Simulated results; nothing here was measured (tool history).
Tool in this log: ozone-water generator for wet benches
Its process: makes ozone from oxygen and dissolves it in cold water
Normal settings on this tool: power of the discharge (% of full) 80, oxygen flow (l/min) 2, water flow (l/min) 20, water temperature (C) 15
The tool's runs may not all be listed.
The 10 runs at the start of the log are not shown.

| run | day | power of the discharge (% of full) | oxygen flow (l/min) | water flow (l/min) | water temperature (C) | hours of work since the electrodes were changed | hours of work since the contactor was cleaned | hours of work since the thermometer was calibrated | dissolved ozone (ppm) | ozone in the gas ahead of the water (g/m3) |
|---|---|---|---|---|---|---|---|---|---|---|
| 11 | 65.85 | 80 | 2.64 | 20 | 15 | 4679 | 115 | 3445 | 10.8 | 156.9 |
| 12 | 70.2 | 80 | 2 | 20 | 15 | 4756 | 192 | 3521 | 9.8 | 175.5 |
| 13 | 77.717 | 80 | 2 | 20 | 15 | 4889 | 325 | 3654 | 9.8 | 176 |
|  | 78.308 | water thermometer calibrated |
| 14 | 81.238 | 80 | 2 | 20 | 15 | 4951 | 387 | 52 | 9.4 | 175 |
| 15 | 87.571 | 80 | 2 | 20 | 19 | 5063 | 499 | 164 | 9.3 | 175.9 |
| 16 | 91.571 | 80 | 2 | 20 | 19 | 5133 | 569 | 235 | 9.5 | 174.2 |
| 17 | 99.704 | 44 | 1.07 | 21 | 12 | 5277 | 713 | 378 | 3.9 | 132.1 |
| 18 | 108.288 | 80 | 2 | 13 | 22 | 5429 | 865 | 530 | 13.4 | 173.7 |
| 19 | 115.454 | 80 | 1.67 | 14 | 15 | 5556 | 992 | 657 | 12.6 | 184 |
|  | 120 | gauge calibrated |
| 20 | 122.425 | 80 | 2.7 | 13 | 15 | 5679 | 1115 | 780 | 15.6 | 160.2 |
| 21 | 128.392 | 80 | 2.7 | 13 | 15 | 5785 | 1220 | 886 | 15.6 | 160.2 |
| 22 | 132.204 | 80 | 2 | 15 | 15 | 5852 | 1288 | 953 | 12.6 | 177.9 |
| 23 | 139.025 | 80 | 2 | 15 | 15 | 5973 | 1409 | 1074 | 12.7 | 175.4 |
| 24 | 142.858 | 80 | 2 | 15 | 15 | 6040 | 1476 | 1142 | 12.7 | 176.8 |
| 25 | 148.992 | 80 | 1.18 | 15 | 13 | 6149 | 1585 | 1250 | 10.4 | 213.7 |
| 26 | 156.908 | 80 | 1.18 | 24 | 13 | 6289 | 1725 | 1390 | 6.5 | 217 |
| 27 | 160.679 | 80 | 1.18 | 24 | 13 | 6356 | 1792 | 1457 | 6.3 | 216.9 |
| 28 | 168.533 | 80 | 1.85 | 13 | 9 | 6495 | 1930 | 1596 | 14.8 | 180.5 |
| 29 | 173.821 | 80 | 1.85 | 13 | 9 | 6588 | 2024 | 1689 | 14.6 | 182.2 |
| 30 | 179.867 | 65 | 2.19 | 14 | 21 | 6695 | 2131 | 1796 | 11 | 142.6 |
| 31 | 187.467 | 65 | 2.19 | 14 | 21 | 6829 | 2265 | 1931 | 10.8 | 141.9 |
| 32 | 191.558 | 65 | 2.19 | 14 | 21 | 6902 | 2338 | 2003 | 10.9 | 141.9 |

Each row is a separate what-if for the run after 32, all from the same tool condition, not one after another. Results?
| A | 196.562 | 65 | 2.19 | 14 | 7 | 6990 | 2426 | 2092 | ? | ? |
| B | 196.562 | 65 | 1.09 | 23 | 21 | 6990 | 2426 | 2092 | ? | ? |
| C | 196.562 | 79 | 2 | 20 | 8 | 6990 | 2426 | 2092 | ? | ? |
| D | 196.562 | 80 | 2 | 20 | 15 | 6990 | 2426 | 2092 | ? | ? |
| E | 196.562 | 65 | 2.19 | 14 | 18 | 6990 | 2426 | 2092 | ? | ? |

| run | dissolved ozone (ppm) | ozone in the gas ahead of the water (g/m3) |
|---|---|---|
| A | 12.4 | 142.4 |
| B | 5.1 | 182.8 |
| C | 10 | 175 |
| D | 9.5 | 174.6 |
| E | 11.2 | 143.1 |
Take away the tool's hidden state, keep each run's random variation, and the runs would have read:
| run | dissolved ozone (ppm) | ozone in the gas ahead of the water (g/m3) |
|---|---|---|
| A | 12.4 | 145.3 |
| B | 5.1 | 186.6 |
| C | 10 | 178.6 |
| D | 9.5 | 178.3 |
| E | 11.2 | 146.1 |
